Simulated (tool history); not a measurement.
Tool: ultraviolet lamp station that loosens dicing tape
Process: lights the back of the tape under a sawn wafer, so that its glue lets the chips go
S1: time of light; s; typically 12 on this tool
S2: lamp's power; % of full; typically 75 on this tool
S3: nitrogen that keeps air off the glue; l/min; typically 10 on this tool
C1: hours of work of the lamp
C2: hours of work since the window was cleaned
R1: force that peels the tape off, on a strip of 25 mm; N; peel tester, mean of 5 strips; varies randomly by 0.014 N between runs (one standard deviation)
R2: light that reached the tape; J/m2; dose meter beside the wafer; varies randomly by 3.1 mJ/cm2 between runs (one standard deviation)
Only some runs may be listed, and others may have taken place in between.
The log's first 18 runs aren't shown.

Run 19, hour 391.9: usual settings but S1 8 s; C1 311; C2 44. Result: R1 1.691 N, R2 2930 J/m2.
Run 20, hour 410.5: usual settings; C1 321; C2 54. Result: R1 0.797 N, R2 4390 J/m2.
Run 21, hour 438.1: usual settings; C1 335; C2 68. Result: R1 0.806 N, R2 4330 J/m2.
Run 22, hour 458.8: usual settings; C1 346; C2 79. Result: R1 0.845 N, R2 4340 J/m2.
Run 23, hour 479.8: usual settings but S1 21 s, S2 97 % of full, S3 4 l/min; C1 358; C2 91. Result: R1 0.19 N, R2 9690 J/m2.
Run 24, hour 508.9: usual settings but S1 21 s, S2 97 % of full, S3 4 l/min; C1 373; C2 106. Result: R1 0.21 N, R2 9570 J/m2.
Run 25, hour 530.9: usual settings but S1 21 s, S2 97 % of full, S3 4 l/min; C1 385; C2 118. Result: R1 0.205 N, R2 9580 J/m2.
Run 26, hour 554.6: usual settings but S1 7 s, S2 61 % of full, S3 18 l/min; C1 397; C2 130. Result: R1 2.648 N, R2 1960 J/m2.

Forecast run 27:
Run 27, hour 568.4: usual settings but S1 7 s, S2 99 % of full, S3 18 l/min; C1 405; C2 138. Result: R1 ?, R2 ?.

{"run 27": {"R1": 1.252, "R2": 3180}}
With no hidden state in the tool, this same run would have given R1 0.933 N, R2 3710 J/m2.
